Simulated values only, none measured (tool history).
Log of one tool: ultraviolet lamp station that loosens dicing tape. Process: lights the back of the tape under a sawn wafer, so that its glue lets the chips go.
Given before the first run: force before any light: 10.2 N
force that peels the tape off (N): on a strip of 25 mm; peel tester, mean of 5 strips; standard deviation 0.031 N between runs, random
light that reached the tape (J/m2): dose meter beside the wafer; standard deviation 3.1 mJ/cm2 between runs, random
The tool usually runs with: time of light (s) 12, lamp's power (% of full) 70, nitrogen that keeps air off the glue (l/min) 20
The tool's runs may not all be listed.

run,hour,time of light (s),lamp's power (% of full),nitrogen that keeps air off the glue (l/min),force that peels the tape off (N),light that reached the tape (J/m2)
1,0,12,70,20,2.591,3320
2,37.1,13,70,20,2.247,3610
3,104.6,13,70,20,2.446,3520
4,168.5,13,70,20,2.488,3480
5,238.7,12,70,28,2.289,3170
# hour 278.5: window cleaned of glue's vapour
6,283.3,7,70,20,4.896,1740
7,360.8,7,70,20,5.143,1790
8,435.5,12,70,20,3.094,2880
9,473.2,12,70,20,3.092,2850
10,555.6,12,70,20,3.056,2830
# hour 587.4: lamp changed
11,604.4,12,70,20,1.966,4010
# hour 663.1: window cleaned of glue's vapour, once more
12,691,12,70,20,1.605,4490
13,780,12,70,20,1.699,4420
14,832.6,12,70,28,1.365,4430

Estimate the outcome of run 15 from the log above:
15,917.1,11,70,9,?,?

{"run 15": {"force that peels the tape off (N)": 2.952, "light that reached the tape (J/m2)": 4000}}
Had the tool carried no hidden state, the very same run would have given force that peels the tape off (N) 2.7, light that reached the tape (J/m2) 4310.
